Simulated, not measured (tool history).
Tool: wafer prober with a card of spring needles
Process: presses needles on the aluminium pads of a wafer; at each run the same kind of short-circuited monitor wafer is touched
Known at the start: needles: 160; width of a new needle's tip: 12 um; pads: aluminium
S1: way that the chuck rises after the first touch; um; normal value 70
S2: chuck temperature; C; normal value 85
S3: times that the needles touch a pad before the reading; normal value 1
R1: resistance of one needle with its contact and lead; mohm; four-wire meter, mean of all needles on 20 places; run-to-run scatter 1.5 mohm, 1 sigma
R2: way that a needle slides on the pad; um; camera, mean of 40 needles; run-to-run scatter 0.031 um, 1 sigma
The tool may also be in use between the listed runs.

run,hour,S1,S2,S3,R1,R2
1,0.0,70,85,1,133,10.19
# hour 7.0: tips cleaned on abrasive film
# hour 13.4: tips cleaned on abrasive film
# hour 20.2: tips cleaned on abrasive film
2,23.3,70,85,1,132,10.20
# hour 25.8: tips cleaned on abrasive film
# hour 32.7: tips cleaned on abrasive film
3,37.3,70,85,1,132,10.20
# hour 38.8: tips cleaned on abrasive film
# hour 44.3: tips cleaned on abrasive film
# hour 50.9: tips cleaned on abrasive film
# hour 51.2: height of the first contact set anew
# hour 57.9: tips cleaned on abrasive film
4,61.2,85,85,1,132,12.38
# hour 64.0: tips cleaned on abrasive film
# hour 70.4: tips cleaned on abrasive film
# hour 76.8: tips cleaned on abrasive film
# hour 83.4: tips cleaned on abrasive film
5,86.2,85,85,1,131,12.41
# hour 89.1: tips cleaned on abrasive film
# hour 96.0: tips cleaned on abrasive film
# hour 102.5: tips cleaned on abrasive film
# hour 109.1: tips cleaned on abrasive film
6,109.3,85,85,1,133,12.33
# hour 116.0: tips cleaned on abrasive film
# hour 123.0: tips cleaned on abrasive film
7,126.2,70,85,2,127,10.23
# hour 128.8: tips cleaned on abrasive film
# hour 134.4: tips cleaned on abrasive film
# hour 141.4: tips cleaned on abrasive film
8,141.8,70,85,1,132,10.22
# hour 147.1: tips cleaned on abrasive film
# hour 154.1: tips cleaned on abrasive film
# hour 161.0: tips cleaned on abrasive film
9,163.8,70,85,1,133,10.20
# hour 167.7: tips cleaned on abrasive film
# hour 173.2: tips cleaned on abrasive film
# hour 180.0: tips cleaned on abrasive film
# hour 186.9: tips cleaned on abrasive film
10,188.0,70,85,1,130,10.23
# hour 193.6: tips cleaned on abrasive film
# hour 200.2: tips cleaned on abrasive film
# hour 206.6: tips cleaned on abrasive film
11,208.4,70,85,1,129,10.23
# hour 212.5: tips cleaned on abrasive film
# hour 218.0: tips cleaned on abrasive film
12,221.1,70,85,1,131,10.24
# hour 223.9: tips cleaned on abrasive film
# hour 230.4: tips cleaned on abrasive film
# hour 237.1: tips cleaned on abrasive film
13,240.0,70,85,1,131,10.29
# hour 244.1: tips cleaned on abrasive film
# hour 250.9: tips cleaned on abrasive film
# hour 257.7: tips cleaned on abrasive film
14,260.4,70,85,1,129,10.23
# hour 264.6: tips cleaned on abrasive film
# hour 270.2: tips cleaned on abrasive film
# hour 276.9: tips cleaned on abrasive film
# hour 283.4: tips cleaned on abrasive film
15,286.1,61,93,2,134,8.93
# hour 290.1: tips cleaned on abrasive film
# hour 296.5: tips cleaned on abrasive film
# hour 303.5: tips cleaned on abrasive film
16,304.4,61,93,2,134,8.90
# hour 309.8: tips cleaned on abrasive film
# hour 316.3: tips cleaned on abrasive film
# hour 323.0: tips cleaned on abrasive film
17,323.1,61,33,3,128,8.92
# hour 329.4: tips cleaned on abrasive film
# hour 336.1: tips cleaned on abrasive film
# hour 342.6: tips cleaned on abrasive film
# hour 344.2: height of the first contact set anew
18,348.1,61,89,1,132,8.99
# hour 349.6: tips cleaned on abrasive film
# hour 355.9: tips cleaned on abrasive film
# hour 362.6: tips cleaned on abrasive film
19,366.3,64,39,2,126,9.45
# hour 369.0: tips cleaned on abrasive film
# hour 375.9: tips cleaned on abrasive film
20,380.2,64,26,2,124,9.36
# hour 382.6: tips cleaned on abrasive film
# hour 388.2: tips cleaned on abrasive film
# hour 394.7: tips cleaned on abrasive film
# hour 401.4: tips cleaned on abrasive film
21,402.6,59,83,1,135,8.68
# hour 407.9: tips cleaned on abrasive film
# hour 413.5: tips cleaned on abrasive film
22,418.7,59,83,1,132,8.65
# hour 419.8: tips cleaned on abrasive film
# hour 426.4: tips cleaned on abrasive film
23,429.8,59,83,1,133,8.69
# hour 432.6: tips cleaned on abrasive film
# hour 439.5: tips cleaned on abrasive film
# hour 446.4: tips cleaned on abrasive film
# hour 452.7: tips cleaned on abrasive film
24,453.9,70,63,1,132,10.34
# hour 459.4: tips cleaned on abrasive film
# hour 465.0: tips cleaned on abrasive film
25,468.8,70,63,1,132,10.36
# hour 471.6: tips cleaned on abrasive film
# hour 478.2: tips cleaned on abrasive film
# hour 485.1: tips cleaned on abrasive film
# hour 491.7: tips cleaned on abrasive film
26,492.0,68,80,1,132,10.00
# hour 497.6: tips cleaned on abrasive film
# hour 504.5: tips cleaned on abrasive film
27,505.8,65,26,2,122,9.58

Below, some changes in R2 between adjacent runs. For each, the amount present without the hidden state too (settings, incoming material, random variation) and the amount remaining for the hidden state with gauge scatter not shared by both compared results:
The tool's hidden condition here consists of: debris on the tips, nm; way that the needles fall short of the set height, um; tips' diameter, um; drift of the gauge itself on contact_mohm, %; drift of the gauge itself on scrub_um, %.
Run 1 -> 2: tips cleaned on abrasive film, tips cleaned on abrasive film, tips cleaned on abrasive film. R2 +0.01 um: hidden state +0.01, all else +0.00.
Run 3 -> 4: S1 70 -> 85, tips cleaned on abrasive film, tips cleaned on abrasive film, tips cleaned on abrasive film, height of the first contact set anew, tips cleaned on abrasive film. R2 +2.18 um: hidden state +0.01, all else +2.17.
Run 6 -> 7: S1 85 -> 70, S3 1 -> 2, tips cleaned on abrasive film, tips cleaned on abrasive film. R2 -2.10 um: hidden state +0.00, all else -2.10.
Run 23 -> 24: S1 59 -> 70, S2 83 -> 63, tips cleaned on abrasive film, tips cleaned on abrasive film, tips cleaned on abrasive film, tips cleaned on abrasive film. R2 +1.65 um: hidden state +0.03, all else +1.62.
